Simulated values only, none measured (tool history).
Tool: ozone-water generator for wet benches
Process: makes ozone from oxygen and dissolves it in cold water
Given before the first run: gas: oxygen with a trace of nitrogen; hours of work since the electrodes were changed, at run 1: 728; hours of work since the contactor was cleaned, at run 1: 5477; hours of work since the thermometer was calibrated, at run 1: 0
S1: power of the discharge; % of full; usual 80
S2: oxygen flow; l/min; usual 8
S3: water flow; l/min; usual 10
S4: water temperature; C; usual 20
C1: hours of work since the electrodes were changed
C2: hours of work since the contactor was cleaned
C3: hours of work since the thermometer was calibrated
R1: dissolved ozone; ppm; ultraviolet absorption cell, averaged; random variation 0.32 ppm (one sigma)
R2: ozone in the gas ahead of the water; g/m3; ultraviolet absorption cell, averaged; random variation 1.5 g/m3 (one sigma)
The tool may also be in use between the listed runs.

run 1 hour=0 | S1=80 S2=8 S3=10 S4=20 | C1=728 C2=5477 C3=0 | R1=51.3 R2=283.1
run 2 hour=90.4 | S1=80 S2=8 S3=10 S4=20 | C1=794 C2=5544 C3=67 | R1=50.6 R2=283.7
run 3 hour=148.6 | S1=80 S2=8 S3=10 S4=20 | C1=837 C2=5587 C3=109 | R1=51.1 R2=289.9
run 4 hour=211 | S1=80 S2=8 S3=10 S4=20 | C1=883 C2=5633 C3=155 | R1=51 R2=288.1
run 5 hour=277.3 | S1=80 S2=8 S3=10 S4=21 | C1=932 C2=5681 C3=204 | R1=49.7 R2=288.2
run 6 hour=322.8 | S1=80 S2=8 S3=10 S4=21 | C1=966 C2=5715 C3=238 | R1=50.2 R2=289.3
run 7 hour=410.1 | S1=80 S2=8 S3=10 S4=21 | C1=1030 C2=5779 C3=302 | R1=50.1 R2=288.8
run 8 hour=491 | S1=80 S2=8 S3=10 S4=20 | C1=1089 C2=5839 C3=362 | R1=51.3 R2=289.3
run 9 hour=555.4 | S1=80 S2=8 S3=10 S4=20 | C1=1137 C2=5886 C3=409 | R1=51.3 R2=289.8
run 10 hour=599.1 | S1=80 S2=8 S3=10 S4=20 | C1=1169 C2=5918 C3=441 | R1=50.7 R2=289
-- hour=629.2 contactor cleaned
run 11 hour=686.9 | S1=80 S2=8 S3=10 S4=20 | C1=1231 C2=42 C3=503 | R1=50.8 R2=288.4
run 12 hour=769.2 | S1=80 S2=8 S3=10 S4=20 | C1=1291 C2=103 C3=563 | R1=51.2 R2=291.2
run 13 hour=855.1 | S1=80 S2=8 S3=10 S4=20 | C1=1355 C2=166 C3=627 | R1=50.9 R2=289
run 14 hour=928.1 | S1=80 S2=8 S3=10 S4=20 | C1=1408 C2=220 C3=680 | R1=51 R2=291.8
run 15 hour=1013.8 | S1=80 S2=8 S3=10 S4=12 | C1=1471 C2=283 C3=744 | R1=61.1 R2=293.8
run 16 hour=1083.8 | S1=80 S2=11.22 S3=13 S4=12 | C1=1523 C2=335 C3=795 | R1=51.8 R2=252.5
run 17 hour=1146.2 | S1=80 S2=11.22 S3=13 S4=12 | C1=1569 C2=381 C3=841 | R1=52.4 R2=253.4
run 18 hour=1205.5 | S1=41 S2=5.15 S3=12 S4=14 | C1=1613 C2=424 C3=885 | R1=36.3 R2=241.5
run 19 hour=1264.3 | S1=80 S2=8 S3=12 S4=20 | C1=1656 C2=468 C3=928 | R1=46.7 R2=290.9
run 20 hour=1302.9 | S1=81 S2=13.38 S3=6 S4=25 | C1=1684 C2=496 C3=956 | R1=47.2 R2=236.4
run 21 hour=1356.6 | S1=49 S2=6.44 S3=6 S4=14 | C1=1724 C2=536 C3=996 | R1=57 R2=242.1
run 22 hour=1431.4 | S1=80 S2=8 S3=6 S4=20 | C1=1779 C2=591 C3=1051 | R1=62.7 R2=292.6
run 23 hour=1521.1 | S1=80 S2=8 S3=6 S4=20 | C1=1845 C2=657 C3=1117 | R1=61.7 R2=294
run 24 hour=1558.8 | S1=51 S2=6.58 S3=15 S4=20 | C1=1873 C2=684 C3=1145 | R1=32.8 R2=246.9
run 25 hour=1628.5 | S1=51 S2=6.58 S3=15 S4=20 | C1=1924 C2=736 C3=1196 | R1=31.9 R2=246.7
run 26 hour=1690.1 | S1=51 S2=6.58 S3=15 S4=20 | C1=1969 C2=781 C3=1242 | R1=32.6 R2=247
run 27 hour=1755.2 | S1=51 S2=4.36 S3=15 S4=16 | C1=2017 C2=829 C3=1290 | R1=33.8 R2=292.4
run 28 hour=1815.5 | S1=78 S2=8 S3=8 S4=14 | C1=2062 C2=874 C3=1334 | R1=63.9 R2=290.5
run 29 hour=1876.6 | S1=78 S2=8 S3=8 S4=23 | C1=2107 C2=919 C3=1379 | R1=50.9 R2=288.4
run 30 hour=1926.4 | S1=64 S2=9.62 S3=10 S4=20 | C1=2143 C2=955 C3=1416 | R1=43.5 R2=239.1

Below are 4 alternative next runs, each starting from the tool's condition after run 30. Predict each:
run A hour=1988.8 | S1=93 S2=9.62 S3=10 S4=19 | C1=2189 C2=1001 C3=1462 | R1=? R2=?
run B hour=1988.8 | S1=64 S2=14.4 S3=10 S4=13 | C1=2189 C2=1001 C3=1462 | R1=? R2=?
run C hour=1988.8 | S1=64 S2=6.18 S3=8 S4=17 | C1=2189 C2=1001 C3=1462 | R1=? R2=?
run D hour=1988.8 | S1=80 S2=8 S3=8 S4=14 | C1=2189 C2=1001 C3=1462 | R1=? R2=?

run=A R1=55.3 R2=299
run=B R1=48.4 R2=201.2
run=C R1=55 R2=288.7
run=D R1=65.3 R2=293.2
The same runs, with their run-to-run variation unchanged, on a tool lacking any hidden condition would have given:
run=A R1=55.4 R2=290.7
run=B R1=48.5 R2=195.6
run=C R1=55.1 R2=280.7
run=D R1=65.3 R2=285.1
